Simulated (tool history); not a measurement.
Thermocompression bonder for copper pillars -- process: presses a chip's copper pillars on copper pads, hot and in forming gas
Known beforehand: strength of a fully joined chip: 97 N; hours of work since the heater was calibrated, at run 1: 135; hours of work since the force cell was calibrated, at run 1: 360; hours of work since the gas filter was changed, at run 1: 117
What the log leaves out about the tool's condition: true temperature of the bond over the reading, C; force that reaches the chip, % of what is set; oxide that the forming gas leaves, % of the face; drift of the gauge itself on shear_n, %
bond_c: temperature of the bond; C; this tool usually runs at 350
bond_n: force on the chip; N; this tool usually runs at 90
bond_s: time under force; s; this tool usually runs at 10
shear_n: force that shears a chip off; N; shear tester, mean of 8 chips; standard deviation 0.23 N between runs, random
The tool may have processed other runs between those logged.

run,hour,bond_c,bond_n,bond_s,hours of work since the heater was calibrated,hours of work since the force cell was calibrated,hours of work since the gas filter was changed,shear_n
1,0,350,90,10,135,360,117,69.5
2,29.7,350,90,10,148,372,129,69.9
3,75.6,350,90,10,166,391,148,69.2
4,103.4,350,90,10,178,402,159,69.5
# hour 142.9: forming gas filter changed
5,148,350,90,10,196,420,2,69.6
6,191.1,350,99,10,213,438,20,72

What does the tool deliver on the next run?
7,216.6,350,99,10,224,448,30,?

{"run 7": {"shear_n": 72.2}}
Take away the tool's hidden state, keep the run-to-run variation as it was, and the same run would have given shear_n 72.2 N.
